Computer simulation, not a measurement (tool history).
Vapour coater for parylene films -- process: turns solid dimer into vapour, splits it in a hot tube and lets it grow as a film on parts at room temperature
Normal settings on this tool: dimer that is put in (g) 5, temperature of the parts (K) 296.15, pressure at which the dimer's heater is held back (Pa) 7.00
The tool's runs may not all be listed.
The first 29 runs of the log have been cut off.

run,hour,dimer that is put in (g),temperature of the parts (K),pressure at which the dimer's heater is held back (Pa),hours of work since the trap's valve was overhauled,hours of work since the table's thermometer was calibrated,thickness of the film (um)
30,1325.4,7,296.15,4.53,112,739,2.475
31,1361.3,7,296.15,4.53,127,754,2.472
32,1416.0,7,296.15,4.53,150,777,2.444
33,1466.9,7,296.15,4.53,171,798,2.437
# hour 1490.5: table's thermometer calibrated
34,1513.1,7,296.15,4.53,190,9,2.359
35,1541.8,5,294.15,6.22,202,21,1.690
36,1576.3,5,289.15,7.87,217,36,1.796
37,1608.4,5,289.15,7.87,230,49,1.794

Consider 5 possible next runs. They are alternatives, not a sequence: every one starts from the tool as it was left by run 37. What does each give?
A,1648.8,3,295.15,7.00,247,66,?
B,1648.8,2,289.15,6.41,247,66,?
C,1648.8,4,289.15,2.56,247,66,?
D,1648.8,5,290.15,3.71,247,66,?
E,1648.8,3,293.15,9.54,247,66,?

run,thickness of the film (um)
A,0.969
B,0.734
C,1.620
D,1.903
E,0.974
The same runs, with their run-to-run variation unchanged, on a tool lacking any hidden condition would have given:
run,thickness of the film (um)
A,1.033
B,0.782
C,1.727
D,2.030
E,1.039
